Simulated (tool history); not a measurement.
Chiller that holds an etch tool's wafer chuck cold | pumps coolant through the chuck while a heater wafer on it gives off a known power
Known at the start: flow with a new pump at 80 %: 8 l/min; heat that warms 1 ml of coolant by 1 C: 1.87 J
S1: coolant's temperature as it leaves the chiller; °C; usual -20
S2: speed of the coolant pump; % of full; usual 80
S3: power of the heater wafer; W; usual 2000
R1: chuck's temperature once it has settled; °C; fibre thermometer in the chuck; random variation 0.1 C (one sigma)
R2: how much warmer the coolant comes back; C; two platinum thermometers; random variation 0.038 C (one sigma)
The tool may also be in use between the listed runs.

{"run": 1, "hour": 0.0, "S1": -20, "S2": 80, "S3": 2000, "R1": -2.8, "R2": 7.99}
{"run": 2, "hour": 79.5, "S1": -20, "S2": 80, "S3": 2000, "R1": -2.6, "R2": 7.96}
{"run": 3, "hour": 130.0, "S1": -20, "S2": 78, "S3": 2000, "R1": -2.3, "R2": 8.25}
{"run": 4, "hour": 203.4, "S1": -20, "S2": 62, "S3": 2000, "R1": 1.1, "R2": 10.74}
{"run": 5, "hour": 270.8, "S1": -20, "S2": 62, "S3": 2000, "R1": 1.1, "R2": 10.74}
{"run": 6, "hour": 333.4, "S1": -22, "S2": 80, "S3": 2000, "R1": -4.8, "R2": 8.11}
{"run": 7, "hour": 426.2, "S1": -20, "S2": 63, "S3": 2000, "R1": 0.6, "R2": 10.66}
{"run": 8, "hour": 497.7, "S1": -20, "S2": 63, "S3": 2000, "R1": 0.7, "R2": 10.57}
{"run": 9, "hour": 543.2, "S1": -20, "S2": 63, "S3": 2000, "R1": 0.7, "R2": 10.64}
{"run": 10, "hour": 605.9, "S1": -20, "S2": 80, "S3": 2000, "R1": -2.8, "R2": 8.14}
{"run": 11, "hour": 710.1, "S1": -20, "S2": 80, "S3": 1633, "R1": -5.9, "R2": 6.69}
{"run": 12, "hour": 759.2, "S1": -20, "S2": 80, "S3": 1731, "R1": -5.1, "R2": 7.1}
{"run": 13, "hour": 839.4, "S1": -20, "S2": 80, "S3": 1731, "R1": -4.9, "R2": 7.1}
{"run": 14, "hour": 883.4, "S1": -20, "S2": 80, "S3": 2000, "R1": -2.8, "R2": 8.18}
{"run": 15, "hour": 941.1, "S1": -20, "S2": 80, "S3": 2000, "R1": -2.6, "R2": 8.19}
{"run": 16, "hour": 1018.4, "S1": -20, "S2": 80, "S3": 2000, "R1": -2.6, "R2": 8.18}
{"run": 17, "hour": 1120.8, "S1": -20, "S2": 88, "S3": 2000, "R1": -3.8, "R2": 7.4}
{"run": 18, "hour": 1204.0, "S1": -20, "S2": 88, "S3": 2000, "R1": -3.8, "R2": 7.37}
{"run": 19, "hour": 1295.4, "S1": -11, "S2": 88, "S3": 2000, "R1": 5.1, "R2": 7.46}
{"run": 20, "hour": 1345.0, "S1": -11, "S2": 88, "S3": 1430, "R1": 0.3, "R2": 5.35}
{"run": 21, "hour": 1413.5, "S1": -11, "S2": 88, "S3": 2782, "R1": 11.5, "R2": 10.18}
{"run": 22, "hour": 1515.1, "S1": -11, "S2": 88, "S3": 2782, "R1": 11.4, "R2": 10.27}
{"run": 23, "hour": 1602.8, "S1": -18, "S2": 88, "S3": 1955, "R1": -2.2, "R2": 7.23}
{"run": 24, "hour": 1697.5, "S1": -13, "S2": 80, "S3": 1076, "R1": -3.6, "R2": 4.64}
{"run": 25, "hour": 1766.3, "S1": -17, "S2": 96, "S3": 1533, "R1": -5.4, "R2": 5.34}
{"run": 26, "hour": 1856.0, "S1": -17, "S2": 96, "S3": 1533, "R1": -5.5, "R2": 5.3}
{"run": 27, "hour": 1964.1, "S1": -16, "S2": 80, "S3": 1801, "R1": -0.4, "R2": 7.55}
{"run": 28, "hour": 2057.1, "S1": -16, "S2": 80, "S3": 1801, "R1": -0.5, "R2": 7.66}
{"run": 29, "hour": 2162.1, "S1": -27, "S2": 80, "S3": 1706, "R1": -12.5, "R2": 7.26}
{"run": 30, "hour": 2231.1, "S1": -27, "S2": 80, "S3": 1706, "R1": -12.2, "R2": 6.81}
{"run": 31, "hour": 2326.2, "S1": -27, "S2": 80, "S3": 1153, "R1": -17.1, "R2": 4.58}
{"run": 32, "hour": 2381.4, "S1": -27, "S2": 68, "S3": 1596, "R1": -11.4, "R2": 7.74}

Taken out of this log: 2 entries between the listed runs. Where each belongs, and how the hidden state differs across it:
Between runs 26 and 27: chiller's thermometer calibrated (hour 1964.1)
  coolant's true temperature over the reading, C: -0.02 -> 0; drift of the gauge itself on warmer_back_c, C: 0.33 -> 0.35
  measured less the result without the state, R2: +0.34 -> +0.36 C
Between runs 29 and 30: gauge calibrated (hour 2169.7)
  drift of the gauge itself on warmer_back_c, C: 0.39 -> 0.01
  measured less the result without the state, R2: +0.39 -> +0.02 C
